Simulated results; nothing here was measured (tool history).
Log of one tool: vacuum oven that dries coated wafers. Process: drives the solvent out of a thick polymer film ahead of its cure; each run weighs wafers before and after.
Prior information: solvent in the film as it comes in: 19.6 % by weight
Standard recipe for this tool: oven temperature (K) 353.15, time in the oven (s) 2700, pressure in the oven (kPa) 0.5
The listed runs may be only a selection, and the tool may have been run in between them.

run,day,oven temperature (K),time in the oven (s),pressure in the oven (kPa),solvent left in the film (%)
1,0,353.15,2700,0.5,1.35
2,1.371,353.15,2700,0.378,1.36
3,2.9,353.15,2700,0.378,1.38
# day 3.283: oven's thermocouples calibrated
4,4.175,353.15,2700,0.5,1.18
5,5.679,353.15,2700,0.5,1.17
6,7.038,348.15,2700,0.5,2.49
7,8.979,353.15,2700,0.5,1.17
8,9.967,353.15,2700,0.5,1.18
9,11.454,353.15,2700,0.5,1.15
10,13.271,353.15,2700,0.5,1.15
11,14.55,353.15,2700,0.5,1.18
12,15.738,353.15,2700,0.5,1.11
13,16.671,353.15,2700,0.5,1.26
14,18.521,353.15,2700,0.5,1.13
15,19.633,353.15,2700,0.5,1.22
16,21.179,353.15,1560,0.5,3.22
17,23.233,353.15,1560,0.5,3.21
18,24.308,353.15,1560,0.5,3.27
19,25.242,353.15,1560,0.5,3.25
20,26.288,353.15,1560,0.5,3.29
21,28.396,353.15,1560,0.5,3.25
22,30.296,353.15,1560,0.5,3.25
23,31.342,353.15,2700,0.5,1.18
24,33.088,363.15,2700,0.5,0.27
25,34.054,349.15,1800,1.786,4.77
26,35.958,353.15,2400,0.5,1.54
27,36.85,353.15,2400,0.5,1.56
28,38.729,353.15,1440,0.474,3.73
29,40.417,361.15,2700,0.305,0.34
# day 40.679: vacuum gauge cleaned of residue and calibrated
30,42.433,367.15,4440,0.305,0.22
31,43.392,367.15,4440,0.305,0.22
32,44.371,357.15,2520,0.372,0.79
# day 45.208: vacuum gauge cleaned of residue and calibrated, once more
33,46.038,357.15,2520,0.372,0.56
34,47.433,357.15,2520,0.372,0.58
35,48.512,353.15,4320,0.372,0.31
36,49.846,342.15,4620,1.268,2.89
37,51.404,342.15,4620,1.268,2.87
38,53.462,362.15,2700,0.835,0.45
39,54.858,349.15,1380,0.341,5.58
40,55.838,349.15,1380,0.88,5.8
41,57.304,349.15,1380,0.88,5.86
42,58.367,349.15,1380,0.88,5.75
43,59.954,348.15,2580,0.5,2.77
44,62.017,359.15,2580,0.5,0.44
45,63.929,351.15,3660,0.876,1.07
46,64.871,351.15,3660,0.876,1.01
47,66.592,345.15,3240,1.223,3.23

Here are 4 independent what-if runs from the current tool condition. What would each one return?
A,68.125,353.15,2700,0.516,?
B,68.125,366.15,3360,0.702,?
C,68.125,346.15,3240,0.425,?
D,68.125,346.15,2520,1.223,?

run,solvent left in the film (%)
A,1.16
B,0.23
C,2.46
D,4.15
The same runs, with their run-to-run variation unchanged, on a tool lacking any hidden condition would have given:
run,solvent left in the film (%)
A,1
B,0.21
C,2.2
D,3.83
